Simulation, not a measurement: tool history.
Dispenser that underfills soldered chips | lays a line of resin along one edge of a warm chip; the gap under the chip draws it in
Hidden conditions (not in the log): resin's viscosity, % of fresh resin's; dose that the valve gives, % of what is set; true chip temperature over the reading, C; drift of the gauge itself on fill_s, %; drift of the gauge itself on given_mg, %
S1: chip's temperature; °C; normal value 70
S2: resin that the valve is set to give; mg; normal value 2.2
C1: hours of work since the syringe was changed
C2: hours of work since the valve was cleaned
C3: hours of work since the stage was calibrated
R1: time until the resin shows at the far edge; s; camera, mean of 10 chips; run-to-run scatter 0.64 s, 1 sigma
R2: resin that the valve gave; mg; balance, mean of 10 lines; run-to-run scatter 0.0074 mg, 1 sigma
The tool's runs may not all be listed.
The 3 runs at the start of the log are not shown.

run	hour	S1	S2	C1	C2	C3	R1	R2
# hour 16.3: new syringe of resin
4	21.1	70	2.2	3	82	82	71.2	2.101
5	27.9	70	2.2	8	86	86	99.6	2.111
# hour 32.1: new syringe of resin
6	36	70	2.2	3	91	91	70.3	2.102
7	41.5	77	2.2	6	95	95	73.1	2.108
8	46	77	2.2	9	98	98	92.2	2.096
# hour 48.1: new syringe of resin
9	50.5	77	2.2	2	101	101	53.2	2.075
10	58.6	70	2.82	7	106	106	94.1	2.665
11	62.6	70	2.2	10	109	109	118.8	2.076
# hour 64.3: new syringe of resin
# hour 72.2: dispensing valve cleaned and set on the balance
12	72.2	70	2.2	5	0	114	81.1	2.216
13	76.2	64	2.2	7	3	117	118.1	2.206
# hour 81.3: new syringe of resin
14	82	70	2.2	0	6	120	59.5	2.187
15	85.6	70	2.2	3	9	123	70.1	2.192
16	90.4	70	2.67	6	12	126	88.2	2.658
17	95.9	70	2.67	10	15	130	113.5	2.647
# hour 97: new syringe of resin
18	99.6	70	2.61	2	18	132	63.6	2.582
19	105.6	70	2.17	6	22	136	88	2.148
20	111.1	75	2.57	9	25	139	95.2	2.526
# hour 113.2: new syringe of resin
21	115.8	75	2.57	2	28	142	55	2.556
22	120.7	75	2.57	5	31	145	71.9	2.533
23	126.1	74	2.06	8	35	149	97.9	2.022

For run 24, what comes out?
# hour 128.9: new syringe of resin
24	131.6	74	2.06	2	38	152	?	?

R1: 59 s
R2: 2.019 mg
The same run, on a tool lacking any hidden state, would have yielded R1 50.2 s, R2 2.059 mg.
